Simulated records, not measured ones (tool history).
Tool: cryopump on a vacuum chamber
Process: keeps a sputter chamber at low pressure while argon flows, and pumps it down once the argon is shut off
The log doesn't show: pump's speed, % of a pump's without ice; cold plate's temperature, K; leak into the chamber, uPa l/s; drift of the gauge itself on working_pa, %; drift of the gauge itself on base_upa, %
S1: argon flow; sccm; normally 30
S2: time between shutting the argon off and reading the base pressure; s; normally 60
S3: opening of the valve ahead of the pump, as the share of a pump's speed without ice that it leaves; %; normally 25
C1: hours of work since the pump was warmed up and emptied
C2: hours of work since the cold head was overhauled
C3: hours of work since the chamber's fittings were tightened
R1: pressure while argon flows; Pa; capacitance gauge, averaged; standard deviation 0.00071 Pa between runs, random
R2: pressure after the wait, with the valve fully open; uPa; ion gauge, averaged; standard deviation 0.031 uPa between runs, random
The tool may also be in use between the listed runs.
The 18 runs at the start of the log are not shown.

Run 19, hour 539.6: usual settings but S3 52 %; C1 435; C2 1059; C3 865. Result: R1 0.0676 Pa, R2 2.88 uPa.
Run 20, hour 570.2: usual settings but S1 18 sccm, S2 43 s, S3 16 %; C1 451; C2 1075; C3 881. Result: R1 0.1229 Pa, R2 3.41 uPa.
Run 21, hour 612.2: usual settings but S1 18 sccm, S2 43 s, S3 16 %; C1 473; C2 1097; C3 903. Result: R1 0.1241 Pa, R2 3.56 uPa.
Run 22, hour 641: usual settings but S1 39 sccm, S2 98 s, S3 33 %; C1 488; C2 1113; C3 918. Result: R1 0.1353 Pa, R2 2.45 uPa.
Run 23, hour 663: usual settings but S1 20 sccm, S2 98 s, S3 33 %; C1 500; C2 1124; C3 929. Result: R1 0.0673 Pa, R2 2.5 uPa.
Run 24, hour 703.4: usual settings but S1 20 sccm, S2 98 s, S3 33 %; C1 521; C2 1145; C3 950. Result: R1 0.0703 Pa, R2 2.6 uPa.
Run 25, hour 748.4: usual settings but S1 25 sccm, S2 54 s, S3 28 %; C1 544; C2 1169; C3 974. Result: R1 0.1011 Pa, R2 3.31 uPa.
Run 26, hour 785.3: usual settings but S1 43 sccm, S2 24 s, S3 33 %; C1 564; C2 1188; C3 993. Result: R1 0.1498 Pa, R2 5.18 uPa.
Run 27, hour 806.1: usual settings but S1 37 sccm, S2 24 s, S3 27 %; C1 575; C2 1199; C3 1004. Result: R1 0.155 Pa, R2 5.3 uPa.
Run 28, hour 845.2: usual settings but S1 31 sccm, S2 252 s, S3 26 %; C1 595; C2 1220; C3 1025. Result: R1 0.1353 Pa, R2 2.22 uPa.
Run 29, hour 871.3: usual settings but S1 41 sccm, S2 151 s, S3 43 %; C1 609; C2 1233; C3 1038. Result: R1 0.1125 Pa, R2 2.46 uPa.
At hour 891.7: pump warmed up, emptied and cooled again.
Run 30, hour 896.9: usual settings but S1 16 sccm, S2 26 s, S3 46 %; C1 3; C2 1244; C3 1049. Result: R1 0.0385 Pa, R2 4.83 uPa.
Run 31, hour 920.1: usual settings but S2 56 s; C1 15; C2 1256; C3 1061. Result: R1 0.1292 Pa, R2 3.09 uPa.
Run 32, hour 965.7: usual settings but S2 56 s; C1 39; C2 1280; C3 1085. Result: R1 0.1302 Pa, R2 3.11 uPa.
Run 33, hour 1005.2: usual settings but S2 56 s; C1 60; C2 1301; C3 1106. Result: R1 0.1294 Pa, R2 3.23 uPa.
Run 34, hour 1027.9: usual settings but S3 28 %; C1 71; C2 1313; C3 1118. Result: R1 0.1158 Pa, R2 3.16 uPa.

Below are 3 alternative next runs, each starting from the tool's condition after run 34. Predict each:
Run A, hour 1064.8: usual settings but S1 17 sccm, S2 100 s, S3 16 %; C1 91; C2 1332; C3 1137. Result: R1 ?, R2 ?.
Run B, hour 1064.8: usual settings but S2 133 s; C1 91; C2 1332; C3 1137. Result: R1 ?, R2 ?.
Run C, hour 1064.8: usual settings but S2 123 s, S3 41 %; C1 91; C2 1332; C3 1137. Result: R1 ?, R2 ?.

run      R1    R2
  A   0.114  2.61
  B  0.1284  2.35
  C  0.0807   2.4
Take away the tool's hidden state, keep each run's random variation, and the runs would have read:
run      R1    R2
  A  0.1129  1.03
  B  0.1265  0.79
  C  0.0788  0.83
